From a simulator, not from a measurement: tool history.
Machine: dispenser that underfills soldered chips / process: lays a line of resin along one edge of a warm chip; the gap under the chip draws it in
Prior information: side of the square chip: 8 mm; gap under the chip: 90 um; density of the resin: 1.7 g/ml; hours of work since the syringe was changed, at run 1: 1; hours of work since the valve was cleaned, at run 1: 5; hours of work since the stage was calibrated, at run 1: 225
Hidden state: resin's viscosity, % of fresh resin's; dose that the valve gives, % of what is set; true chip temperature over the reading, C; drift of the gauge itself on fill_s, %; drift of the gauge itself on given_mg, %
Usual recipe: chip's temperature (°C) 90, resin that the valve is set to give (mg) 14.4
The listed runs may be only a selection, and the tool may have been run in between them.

run	hour	chip's temperature (°C)	resin that the valve is set to give (mg)	hours of work since the syringe was changed	hours of work since the valve was cleaned	hours of work since the stage was calibrated	time until the resin shows at the far edge (s)	resin that the valve gave (mg)
1	0	90	14.4	1	5	225	28.9	14.39
# hour 6: new syringe of resin
2	8.1	90	14.4	2	11	231	29.5	14.13
# hour 13.7: new syringe of resin
3	16.1	90	14.4	2	17	237	30.2	14.21
# hour 21: new syringe of resin
4	21.2	90	14.4	0	20	240	28	14.15
# hour 28.4: new syringe of resin
5	29.4	90	14.4	1	26	246	27.6	14.02
6	33.6	90	14.4	4	29	249	33.6	13.95
# hour 36.1: new syringe of resin
7	39.1	90	14.4	2	33	253	30.8	13.93
# hour 43.4: new syringe of resin
8	45	90	14.4	1	37	257	29.4	13.93
9	50.1	90	14.4	5	41	261	35.4	13.8
# hour 51.1: new syringe of resin
# hour 53.7: dispensing valve cleaned and set on the balance
10	59.1	90	13	5	4	267	37.3	12.9
# hour 60.1: new syringe of resin
11	65.2	90	13	4	8	271	33.8	12.7
# hour 67.5: new syringe of resin
12	71.9	90	13	3	13	276	33.7	12.86
# hour 74.8: new syringe of resin
13	76.8	90	13.9	1	17	279	29.6	13.69
14	81	90	13.9	5	20	283	35.1	13.65
# hour 82.5: new syringe of resin
15	88.7	90	18.5	5	25	288	33.5	18.03
# hour 90.5: new syringe of resin
16	96.3	90	18.5	4	31	293	33.7	17.88
# hour 97.9: new syringe of resin
17	101.9	90	14.1	3	35	297	32.5	13.62
# hour 105.5: new syringe of resin
18	105.9	102	14.1	0	37	300	16.9	13.49
19	110.7	102	14.1	4	41	304	21.3	13.62
# hour 113.2: new syringe of resin
# hour 114.2: dispensing valve cleaned and set on the balance
20	119.5	102	14.1	4	4	309	21.4	13.89
# hour 122: new syringe of resin
21	124.2	91	18.6	2	7	313	27.5	18.57
22	128.8	91	18.6	5	11	316	34.1	18.5
# hour 129.5: new syringe of resin
23	133.8	91	18.6	3	14	320	30.9	18.37
# hour 137.4: new syringe of resin
24	140.8	104	16.4	3	19	325	17.7	16.13
# hour 144.9: new syringe of resin
25	146.1	96	14.4	1	23	328	23.1	14
# hour 152.7: new syringe of resin
26	152.7	96	14.4	0	28	333	22.3	13.85
27	158.8	96	14.4	5	32	338	27.7	13.92
# hour 160: new syringe of resin
28	163.6	96	14.4	3	35	341	25.7	13.81
# hour 167.6: new syringe of resin
29	171	79	15.2	3	41	346	50.5	14.61
# hour 174.6: dispensing valve cleaned and set on the balance
# hour 175.9: new syringe of resin
30	179.1	100	15.2	2	3	351	20.9	15.13
# hour 183.7: new syringe of resin
31	186.8	100	18.4	2	9	357	20.7	18.21
32	190.3	90	14.4	5	11	359	36.2	14.11
# hour 191.2: new syringe of resin
33	194.2	93	14.9	2	14	362	27.8	14.65
# hour 199: new syringe of resin
34	200.5	96	15.2	1	18	367	23.6	14.8

Hidden condition of the tool, last listed run before each entry between runs versus first listed run after:
After run 1, before run 2: new syringe of resin (hour 6)
  resin's viscosity, % of fresh resin's: 105.7 -> 108.4; dose that the valve gives, % of what is set: 99.44 -> 98.89; true chip temperature over the reading, C: -0.71 -> -0.73
  measured less the result without the state, time until the resin shows at the far edge (s): +2.4 -> +3.1; resin that the valve gave (mg): -0.08 -> -0.15
After run 2, before run 3: new syringe of resin (hour 13.7)
  resin's viscosity, % of fresh resin's: 108.4 -> 110.2; dose that the valve gives, % of what is set: 98.89 -> 98.34; true chip temperature over the reading, C: -0.73 -> -0.75
  measured less the result without the state, time until the resin shows at the far edge (s): +3.1 -> +3.7; resin that the valve gave (mg): -0.15 -> -0.24
After run 3, before run 4: new syringe of resin (hour 21)
  resin's viscosity, % of fresh resin's: 110.2 -> 101.3; dose that the valve gives, % of what is set: 98.34 -> 97.99; true chip temperature over the reading, C: -0.75 -> -0.77
  measured less the result without the state, time until the resin shows at the far edge (s): +3.7 -> +1.3; resin that the valve gave (mg): -0.24 -> -0.29
After run 4, before run 5: new syringe of resin (hour 28.4)
  resin's viscosity, % of fresh resin's: 101.3 -> 102.3; dose that the valve gives, % of what is set: 97.99 -> 97.39; true chip temperature over the reading, C: -0.77 -> -0.79
  measured less the result without the state, time until the resin shows at the far edge (s): +1.3 -> +1.6; resin that the valve gave (mg): -0.29 -> -0.38
After run 6, before run 7: new syringe of resin (hour 36.1)
  resin's viscosity, % of fresh resin's: 119.6 -> 111.6; dose that the valve gives, % of what is set: 97.11 -> 96.74; true chip temperature over the reading, C: -0.8 -> -0.82
  measured less the result without the state, time until the resin shows at the far edge (s): +6.5 -> +4.2; resin that the valve gave (mg): -0.41 -> -0.47
After run 7, before run 8: new syringe of resin (hour 43.4)
  resin's viscosity, % of fresh resin's: 111.6 -> 106.6; dose that the valve gives, % of what is set: 96.74 -> 96.32; true chip temperature over the reading, C: -0.82 -> -0.84
  measured less the result without the state, time until the resin shows at the far edge (s): +4.2 -> +2.9; resin that the valve gave (mg): -0.47 -> -0.53
After run 9, before run 10: new syringe of resin (hour 51.1); dispensing valve cleaned and set on the balance (hour 53.7)
  resin's viscosity, % of fresh resin's: 128.7 -> 132.6; dose that the valve gives, % of what is set: 95.99 -> 99.69; true chip temperature over the reading, C: -0.85 -> -0.88
  measured less the result without the state, time until the resin shows at the far edge (s): +9.1 -> +10; resin that the valve gave (mg): -0.57 -> -0.04
After run 10, before run 11: new syringe of resin (hour 60.1)
  resin's viscosity, % of fresh resin's: 132.6 -> 119.9; dose that the valve gives, % of what is set: 99.69 -> 99.3; true chip temperature over the reading, C: -0.88 -> -0.89
  measured less the result without the state, time until the resin shows at the far edge (s): +10 -> +6.7; resin that the valve gave (mg): -0.04 -> -0.09
After run 11, before run 12: new syringe of resin (hour 67.5)
  resin's viscosity, % of fresh resin's: 119.9 -> 120.1; dose that the valve gives, % of what is set: 99.3 -> 98.8; true chip temperature over the reading, C: -0.89 -> -0.91
  measured less the result without the state, time until the resin shows at the far edge (s): +6.7 -> +6.8; resin that the valve gave (mg): -0.09 -> -0.16
After run 12, before run 13: new syringe of resin (hour 74.8)
  resin's viscosity, % of fresh resin's: 120.1 -> 106; dose that the valve gives, % of what is set: 98.8 -> 98.43; true chip temperature over the reading, C: -0.91 -> -0.93
  measured less the result without the state, time until the resin shows at the far edge (s): +6.8 -> +2.7; resin that the valve gave (mg): -0.16 -> -0.21
After run 14, before run 15: new syringe of resin (hour 82.5)
  resin's viscosity, % of fresh resin's: 124.2 -> 125.4; dose that the valve gives, % of what is set: 98.1 -> 97.57; true chip temperature over the reading, C: -0.94 -> -0.96
  measured less the result without the state, time until the resin shows at the far edge (s): +8 -> +7.9; resin that the valve gave (mg): -0.26 -> -0.45
After run 15, before run 16: new syringe of resin (hour 90.5)
  resin's viscosity, % of fresh resin's: 125.4 -> 124.6; dose that the valve gives, % of what is set: 97.57 -> 97.05; true chip temperature over the reading, C: -0.96 -> -0.98
  measured less the result without the state, time until the resin shows at the far edge (s): +7.9 -> +7.7; resin that the valve gave (mg): -0.45 -> -0.55
After run 16, before run 17: new syringe of resin (hour 97.9)
  resin's viscosity, % of fresh resin's: 124.6 -> 115.1; dose that the valve gives, % of what is set: 97.05 -> 96.66; true chip temperature over the reading, C: -0.98 -> -1
  measured less the result without the state, time until the resin shows at the far edge (s): +7.7 -> +5.6; resin that the valve gave (mg): -0.55 -> -0.47
After run 17, before run 18: new syringe of resin (hour 105.5)
  resin's viscosity, % of fresh resin's: 115.1 -> 102.1; dose that the valve gives, % of what is set: 96.66 -> 96.41; true chip temperature over the reading, C: -1 -> -1.01
  measured less the result without the state, time until the resin shows at the far edge (s): +5.6 -> +1.1; resin that the valve gave (mg): -0.47 -> -0.51
After run 19, before run 20: new syringe of resin (hour 113.2); dispensing valve cleaned and set on the balance (hour 114.2)
  resin's viscosity, % of fresh resin's: 122 -> 121.1; dose that the valve gives, % of what is set: 96.1 -> 99.19; true chip temperature over the reading, C: -1.02 -> -1.05
  measured less the result without the state, time until the resin shows at the far edge (s): +4.6 -> +4.4; resin that the valve gave (mg): -0.55 -> -0.12
After run 20, before run 21: new syringe of resin (hour 122)
  resin's viscosity, % of fresh resin's: 121.1 -> 108.1; dose that the valve gives, % of what is set: 99.19 -> 98.83; true chip temperature over the reading, C: -1.05 -> -1.06
  measured less the result without the state, time until the resin shows at the far edge (s): +4.4 -> +3.2; resin that the valve gave (mg): -0.12 -> -0.22
After run 22, before run 23: new syringe of resin (hour 129.5)
  resin's viscosity, % of fresh resin's: 128.6 -> 118.7; dose that the valve gives, % of what is set: 98.49 -> 98.18; true chip temperature over the reading, C: -1.07 -> -1.09
  measured less the result without the state, time until the resin shows at the far edge (s): +8.6 -> +6; resin that the valve gave (mg): -0.28 -> -0.34
After run 23, before run 24: new syringe of resin (hour 137.4)
  resin's viscosity, % of fresh resin's: 118.7 -> 113.4; dose that the valve gives, % of what is set: 98.18 -> 97.66; true chip temperature over the reading, C: -1.09 -> -1.11
  measured less the result without the state, time until the resin shows at the far edge (s): +6 -> +2.7; resin that the valve gave (mg): -0.34 -> -0.39
After run 24, before run 25: new syringe of resin (hour 144.9)
  resin's viscosity, % of fresh resin's: 113.4 -> 103.5; dose that the valve gives, % of what is set: 97.66 -> 97.3; true chip temperature over the reading, C: -1.11 -> -1.12
  measured less the result without the state, time until the resin shows at the far edge (s): +2.7 -> +1.8; resin that the valve gave (mg): -0.39 -> -0.39
After run 25, before run 26: new syringe of resin (hour 152.7)
  resin's viscosity, % of fresh resin's: 103.5 -> 100.7; dose that the valve gives, % of what is set: 97.3 -> 96.87; true chip temperature over the reading, C: -1.12 -> -1.14
  measured less the result without the state, time until the resin shows at the far edge (s): +1.8 -> +1.2; resin that the valve gave (mg): -0.39 -> -0.45
After run 27, before run 28: new syringe of resin (hour 160)
  resin's viscosity, % of fresh resin's: 126.1 -> 115; dose that the valve gives, % of what is set: 96.42 -> 96.09; true chip temperature over the reading, C: -1.16 -> -1.17
  measured less the result without the state, time until the resin shows at the far edge (s): +6.9 -> +4.4; resin that the valve gave (mg): -0.52 -> -0.57
After run 28, before run 29: new syringe of resin (hour 167.6)
  resin's viscosity, % of fresh resin's: 115 -> 114.1; dose that the valve gives, % of what is set: 96.09 -> 95.59; true chip temperature over the reading, C: -1.17 -> -1.19
  measured less the result without the state, time until the resin shows at the far edge (s): +4.4 -> +8.7; resin that the valve gave (mg): -0.57 -> -0.67
After run 29, before run 30: dispensing valve cleaned and set on the balance (hour 174.6); new syringe of resin (hour 175.9)
  resin's viscosity, % of fresh resin's: 114.1 -> 112.4; dose that the valve gives, % of what is set: 95.59 -> 99.51; true chip temperature over the reading, C: -1.19 -> -1.21
  measured less the result without the state, time until the resin shows at the far edge (s): +8.7 -> +3.2; resin that the valve gave (mg): -0.67 -> -0.07
After run 30, before run 31: new syringe of resin (hour 183.7)
  resin's viscosity, % of fresh resin's: 112.4 -> 112.6; dose that the valve gives, % of what is set: 99.51 -> 99; true chip temperature over the reading, C: -1.21 -> -1.23
  measured less the result without the state, time until the resin shows at the far edge (s): +3.2 -> +3.1; resin that the valve gave (mg): -0.07 -> -0.18
After run 32, before run 33: new syringe of resin (hour 191.2)
  resin's viscosity, % of fresh resin's: 128.3 -> 110.8; dose that the valve gives, % of what is set: 98.79 -> 98.52; true chip temperature over the reading, C: -1.24 -> -1.25
  measured less the result without the state, time until the resin shows at the far edge (s): +9.4 -> +3.9; resin that the valve gave (mg): -0.18 -> -0.22
After run 33, before run 34: new syringe of resin (hour 199)
  resin's viscosity, % of fresh resin's: 110.8 -> 105.3; dose that the valve gives, % of what is set: 98.52 -> 98.05; true chip temperature over the reading, C: -1.25 -> -1.27
  measured less the result without the state, time until the resin shows at the far edge (s): +3.9 -> +2.3; resin that the valve gave (mg): -0.22 -> -0.3
